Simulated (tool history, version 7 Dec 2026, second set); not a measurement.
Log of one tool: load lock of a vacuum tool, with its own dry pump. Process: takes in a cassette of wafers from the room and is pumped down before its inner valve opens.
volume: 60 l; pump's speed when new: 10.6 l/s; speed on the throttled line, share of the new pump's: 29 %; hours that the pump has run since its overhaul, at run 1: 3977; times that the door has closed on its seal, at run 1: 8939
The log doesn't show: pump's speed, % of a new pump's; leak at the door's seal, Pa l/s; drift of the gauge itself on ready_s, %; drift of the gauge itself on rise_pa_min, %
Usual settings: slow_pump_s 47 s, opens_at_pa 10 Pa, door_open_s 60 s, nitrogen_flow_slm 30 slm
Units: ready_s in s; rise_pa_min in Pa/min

run,hour,slow_pump_s,opens_at_pa,door_open_s,nitrogen_flow_slm,hours that the pump has run since its overhaul,times that the door has closed on its seal,"incoming humidity of the room's air, %",ready_s,rise_pa_min
1,0,47,10,60,30,3977,8939,44.5,86.9,0.078
2,46,47,10,60,30,4023,9124,43.5,86.8,0.078
3,140,37,10,60,30,4117,9502,46.3,80.2,0.087
4,233.2,37,10,60,30,4211,9877,46.9,79.6,0.082
5,300.2,37,10,60,30,4278,10147,43.6,80.4,0.086
6,399.2,47,10,60,5,4377,10545,44.3,87.5,0.117
7,475,47,10,60,30,4452,10850,44.3,87.3,0.097
8,558.7,47,10,60,30,4536,11187,46.5,87.2,0.096
9,641.2,47,10,60,30,4619,11518,41.6,87.4,0.097
10,748.1,31,15,79,6,4725,11949,47.2,73.8,0.128
11,828.2,31,15,79,6,4806,12271,41.3,73.7,0.128
12,893.1,44,10,28,31,4870,12532,44.4,85.5,0.1
13,961.9,45,13,60,33,4939,12808,44.1,84.1,0.111
14,1039.4,34,12,226,5,5017,13120,41.8,77.2,0.163
15,1089.3,34,12,226,5,5067,13321,49.9,76.8,0.175
16,1169,76,12,73,30,5146,13642,41.4,106.1,0.111
17,1238.9,35,14,66,18,5216,13923,45.5,77.1,0.129
18,1342.7,79,10,60,30,5320,14341,44.5,109.6,0.125

4 ways to go on from here, each from the tool as it stands after run 18. What would each give?
A,1446.6,47,7,82,5,5424,14759,45.6,?,?
B,1446.6,79,7,60,30,5424,14759,46.4,?,?
C,1446.6,69,9,98,30,5424,14759,44.4,?,?
D,1446.6,25,16,60,23,5424,14759,44.6,?,?

run,ready_s,rise_pa_min
A,89.6,0.159
B,111.8,0.135
C,103.9,0.135
D,69,0.134
Without the tool's hidden state the same runs would have given:
run,ready_s,rise_pa_min
A,87.7,0.053
B,110.4,0.029
C,102.5,0.031
D,67.2,0.028

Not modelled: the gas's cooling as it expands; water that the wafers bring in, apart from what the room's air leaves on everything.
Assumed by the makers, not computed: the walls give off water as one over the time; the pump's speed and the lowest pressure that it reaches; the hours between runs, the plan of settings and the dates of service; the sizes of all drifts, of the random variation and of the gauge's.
